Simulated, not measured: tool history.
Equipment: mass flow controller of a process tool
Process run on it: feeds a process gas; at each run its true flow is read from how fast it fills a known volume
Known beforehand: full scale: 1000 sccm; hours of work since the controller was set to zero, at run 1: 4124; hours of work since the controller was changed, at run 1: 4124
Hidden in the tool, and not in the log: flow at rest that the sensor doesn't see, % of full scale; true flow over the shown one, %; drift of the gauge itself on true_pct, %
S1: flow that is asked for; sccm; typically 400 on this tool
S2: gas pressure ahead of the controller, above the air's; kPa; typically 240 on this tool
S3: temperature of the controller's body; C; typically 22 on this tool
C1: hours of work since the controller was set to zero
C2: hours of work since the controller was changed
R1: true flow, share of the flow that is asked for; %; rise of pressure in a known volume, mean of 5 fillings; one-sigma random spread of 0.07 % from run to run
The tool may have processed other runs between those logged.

run 1 day=0.000 | S1=400 S2=240 S3=22 | C1=4124 C2=4124 | R1=95.18
run 2 day=9.396 | S1=400 S2=240 S3=21 | C1=4213 C2=4213 | R1=95.19
run 3 day=26.175 | S1=400 S2=198 S3=21 | C1=4371 C2=4371 | R1=94.90
run 4 day=35.258 | S1=400 S2=198 S3=20 | C1=4457 C2=4457 | R1=94.88
run 5 day=49.267 | S1=400 S2=198 S3=20 | C1=4589 C2=4589 | R1=94.57
run 6 day=65.208 | S1=400 S2=240 S3=22 | C1=4740 C2=4740 | R1=94.75
run 7 day=74.450 | S1=400 S2=240 S3=22 | C1=4827 C2=4827 | R1=94.78
run 8 day=87.742 | S1=400 S2=240 S3=36 | C1=4953 C2=4953 | R1=95.73
run 9 day=102.483 | S1=400 S2=170 S3=22 | C1=5092 C2=5092 | R1=94.41
run 10 day=118.167 | S1=400 S2=170 S3=22 | C1=5240 C2=5240 | R1=94.30
run 11 day=132.025 | S1=400 S2=170 S3=22 | C1=5371 C2=5371 | R1=94.18
run 12 day=148.188 | S1=400 S2=170 S3=22 | C1=5524 C2=5524 | R1=93.94
run 13 day=163.833 | S1=400 S2=170 S3=22 | C1=5671 C2=5671 | R1=93.87
run 14 day=175.708 | S1=400 S2=170 S3=22 | C1=5783 C2=5783 | R1=93.83
run 15 day=194.408 | S1=400 S2=240 S3=26 | C1=5960 C2=5960 | R1=94.23
run 16 day=205.642 | S1=400 S2=240 S3=26 | C1=6066 C2=6066 | R1=94.13
run 17 day=215.042 | S1=400 S2=240 S3=30 | C1=6155 C2=6155 | R1=94.49
run 18 day=227.900 | S1=400 S2=254 S3=30 | C1=6276 C2=6276 | R1=94.33
run 19 day=237.667 | S1=400 S2=240 S3=22 | C1=6368 C2=6368 | R1=93.53
run 20 day=253.446 | S1=400 S2=240 S3=22 | C1=6517 C2=6517 | R1=93.43
run 21 day=265.412 | S1=400 S2=240 S3=22 | C1=6630 C2=6630 | R1=93.33
-- day=276.212 controller's zero set anew
run 22 day=282.758 | S1=400 S2=240 S3=30 | C1=62 C2=6794 | R1=96.66
run 23 day=301.071 | S1=400 S2=143 S3=30 | C1=235 C2=6967 | R1=96.42
run 24 day=311.525 | S1=400 S2=143 S3=30 | C1=333 C2=7066 | R1=96.35
run 25 day=322.717 | S1=400 S2=143 S3=30 | C1=439 C2=7171 | R1=96.23
run 26 day=333.908 | S1=549 S2=157 S3=31 | C1=545 C2=7277 | R1=96.60
run 27 day=346.617 | S1=549 S2=157 S3=31 | C1=665 C2=7397 | R1=96.79
-- day=357.304 controller exchanged for a calibrated one
run 28 day=357.304 | S1=167 S2=251 S3=26 | C1=0 C2=0 | R1=97.51
run 29 day=364.854 | S1=241 S2=247 S3=39 | C1=71 C2=71 | R1=98.94
run 30 day=380.038 | S1=241 S2=247 S3=39 | C1=215 C2=215 | R1=98.72
run 31 day=398.596 | S1=241 S2=247 S3=39 | C1=390 C2=390 | R1=98.54
run 32 day=412.029 | S1=387 S2=254 S3=22 | C1=517 C2=517 | R1=97.54
run 33 day=428.408 | S1=589 S2=240 S3=25 | C1=671 C2=671 | R1=98.35
run 34 day=439.871 | S1=480 S2=188 S3=30 | C1=780 C2=780 | R1=98.28
run 35 day=455.008 | S1=232 S2=189 S3=25 | C1=923 C2=923 | R1=96.54
run 36 day=473.092 | S1=400 S2=238 S3=23 | C1=1093 C2=1093 | R1=97.02
run 37 day=481.129 | S1=400 S2=238 S3=23 | C1=1169 C2=1169 | R1=97.08
run 38 day=489.046 | S1=400 S2=199 S3=27 | C1=1244 C2=1244 | R1=97.33
run 39 day=500.888 | S1=400 S2=199 S3=27 | C1=1356 C2=1356 | R1=97.26
run 40 day=519.125 | S1=297 S2=147 S3=27 | C1=1528 C2=1528 | R1=96.37
run 41 day=526.658 | S1=176 S2=147 S3=31 | C1=1599 C2=1599 | R1=95.73
run 42 day=542.542 | S1=220 S2=142 S3=39 | C1=1749 C2=1749 | R1=96.69
run 43 day=560.229 | S1=176 S2=251 S3=36 | C1=1916 C2=1916 | R1=95.96
run 44 day=577.408 | S1=323 S2=177 S3=30 | C1=2078 C2=2078 | R1=96.49
run 45 day=588.533 | S1=323 S2=177 S3=30 | C1=2183 C2=2183 | R1=96.36
run 46 day=604.946 | S1=400 S2=246 S3=20 | C1=2338 C2=2338 | R1=95.89
run 47 day=619.167 | S1=176 S2=202 S3=25 | C1=2473 C2=2473 | R1=94.28

Forecast each of these 3 alternatives for the next run:
run A day=633.754 | S1=118 S2=175 S3=24 | C1=2610 C2=2610 | R1=?
run B day=633.754 | S1=176 S2=226 S3=34 | C1=2610 C2=2610 | R1=?
run C day=633.754 | S1=965 S2=206 S3=23 | C1=2610 C2=2610 | R1=?

run=A R1=92.38
run=B R1=94.71
run=C R1=98.24
With the hidden condition removed and each run's random variation left untouched, the same runs would have given:
run=A R1=97.27
run=B R1=98.31
run=C R1=99.69
